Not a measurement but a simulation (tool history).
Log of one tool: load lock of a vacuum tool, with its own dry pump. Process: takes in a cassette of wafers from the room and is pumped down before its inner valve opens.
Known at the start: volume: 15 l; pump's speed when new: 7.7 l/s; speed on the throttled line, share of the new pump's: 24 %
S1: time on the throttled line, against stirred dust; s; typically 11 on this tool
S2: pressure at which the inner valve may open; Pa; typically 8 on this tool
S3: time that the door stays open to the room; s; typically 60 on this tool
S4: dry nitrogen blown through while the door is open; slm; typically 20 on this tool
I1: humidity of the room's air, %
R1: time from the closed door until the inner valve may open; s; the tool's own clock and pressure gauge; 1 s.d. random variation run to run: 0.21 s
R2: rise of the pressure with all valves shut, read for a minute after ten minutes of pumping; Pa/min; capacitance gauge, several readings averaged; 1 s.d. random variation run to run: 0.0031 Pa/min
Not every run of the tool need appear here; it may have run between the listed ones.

Run 1, day 0: usual settings; I1 44. Result: R1 29.4 s, R2 0.267 Pa/min.
Run 2, day 7.508: usual settings; I1 46.7. Result: R1 29.5 s, R2 0.091 Pa/min.
Run 3, day 10.821: usual settings; I1 46.4. Result: R1 29.1 s, R2 0.087 Pa/min.
Run 4, day 16.125: usual settings but S4 15 slm; I1 44.5. Result: R1 29.7 s, R2 0.093 Pa/min.
Run 5, day 20.308: usual settings but S3 41 s; I1 44.8. Result: R1 29.6 s, R2 0.074 Pa/min.
Run 6, day 24.121: usual settings but S4 31 slm; I1 43.1. Result: R1 29.7 s, R2 0.075 Pa/min.
Run 7, day 27.204: usual settings but S4 24 slm; I1 43.3. Result: R1 29.6 s, R2 0.086 Pa/min.
Run 8, day 34.35: usual settings but S4 24 slm; I1 44. Result: R1 29.5 s, R2 0.079 Pa/min.
Run 9, day 41.304: usual settings but S4 24 slm; I1 45.5. Result: R1 29.8 s, R2 0.089 Pa/min.
Run 10, day 47.883: usual settings but S2 9 Pa; I1 48.2. Result: R1 29.3 s, R2 0.106 Pa/min.
Run 11, day 55.179: usual settings but S4 35 slm; I1 45.8. Result: R1 30 s, R2 0.08 Pa/min.
Run 12, day 62.721: usual settings but S1 8 s; I1 47.3. Result: R1 27.8 s, R2 0.109 Pa/min.
Run 13, day 66.188: usual settings but S1 8 s; I1 45.4. Result: R1 28 s, R2 0.107 Pa/min.
Run 14, day 71.05: usual settings but S1 8 s; I1 44.4. Result: R1 28.2 s, R2 0.106 Pa/min.
Run 15, day 77.542: usual settings but S1 8 s; I1 43.5. Result: R1 28.2 s, R2 0.111 Pa/min.
Run 16, day 83.458: usual settings but S1 8 s; I1 45. Result: R1 28 s, R2 0.106 Pa/min.
Run 17, day 90.708: usual settings but S1 8 s; I1 48.7. Result: R1 28.2 s, R2 0.128 Pa/min.
Run 18, day 95.862: usual settings but S4 16 slm; I1 44. Result: R1 30.4 s, R2 0.128 Pa/min.
Run 19, day 102.896: usual settings; I1 44.2. Result: R1 30.5 s, R2 0.127 Pa/min.
Run 20, day 110.479: usual settings; I1 44.6. Result: R1 30.8 s, R2 0.124 Pa/min.
Run 21, day 114.058: usual settings; I1 43.5. Result: R1 30.8 s, R2 0.128 Pa/min.
Run 22, day 119.308: usual settings but S1 17 s, S2 10 Pa, S3 76 s, S4 15 slm; I1 43.5. Result: R1 34.4 s, R2 0.151 Pa/min.
Run 23, day 125.371: usual settings but S1 17 s, S2 10 Pa, S3 76 s, S4 15 slm; I1 47. Result: R1 34.7 s, R2 0.159 Pa/min.
Run 24, day 129.621: usual settings but S3 71 s, S4 33 slm; I1 43.2. Result: R1 31.4 s, R2 0.14 Pa/min.
Run 25, day 135.396: usual settings but S3 71 s, S4 33 slm; I1 47.3. Result: R1 30.6 s, R2 0.145 Pa/min.
Run 26, day 141.012: usual settings but S3 71 s, S4 33 slm; I1 45.9. Result: R1 31.1 s, R2 0.146 Pa/min.
Run 27, day 145.121: usual settings but S1 17 s; I1 44.8. Result: R1 35.2 s, R2 0.153 Pa/min.
Run 28, day 150.367: usual settings but S1 17 s; I1 45.2. Result: R1 35.2 s, R2 0.161 Pa/min.
Run 29, day 157.171: usual settings but S2 14 Pa, S3 86 s, S4 5 slm; I1 45.6. Result: R1 25.3 s, R2 0.211 Pa/min.
Run 30, day 160.779: usual settings but S1 18 s, S2 14 Pa, S3 86 s, S4 6 slm; I1 46.8. Result: R1 31.4 s, R2 0.215 Pa/min.
Run 31, day 163.838: usual settings but S1 18 s, S2 14 Pa, S3 86 s, S4 6 slm; I1 42.3. Result: R1 31.1 s, R2 0.208 Pa/min.
Run 32, day 168.054: usual settings but S1 13 s, S3 146 s, S4 15 slm; I1 40.4. Result: R1 29 s, R2 0.226 Pa/min.
Run 33, day 174.729: usual settings but S3 65 s, S4 8 slm; I1 43.5. Result: R1 27.3 s, R2 0.198 Pa/min.
Run 34, day 181.179: usual settings but S3 65 s, S4 8 slm; I1 44.4. Result: R1 27.2 s, R2 0.211 Pa/min.
Run 35, day 185.738: usual settings but S2 10 Pa, S3 41 s, S4 11 slm; I1 43.3. Result: R1 26.9 s, R2 0.18 Pa/min.
Run 36, day 192.229: usual settings but S3 126 s, S4 31 slm; I1 41.8. Result: R1 27.7 s, R2 0.212 Pa/min.
Run 37, day 196.958: usual settings but S1 6 s, S3 26 s; I1 48.3. Result: R1 23.9 s, R2 0.171 Pa/min.

Removed from this log: 2 entries logged between the listed runs. Between which two listed runs does each belong, and how does the tool's hidden state at the listed run before it compare with that at the listed run after it?
After run 1, before run 2: door's seal changed, seat wiped (day 5.696)
  pump's speed, % of a new pump's: 87.1 -> 86.8; leak at the door's seal, Pa l/s: 0.0487 -> 0.0018
  what was measured, less what the result would be without the hidden state, R1: +2.3 -> +2.5 s; R2: +0.187 -> -0.001 Pa/min
After run 28, before run 29: dry pump taken out, an overhauled one fitted (day 157.171)
  pump's speed, % of a new pump's: 79.4 -> 99.5; leak at the door's seal, Pa l/s: 0.0206 -> 0.0219
  what was measured, less what the result would be without the hidden state, R1: +3.9 -> +0 s; R2: +0.076 -> +0.078 Pa/min
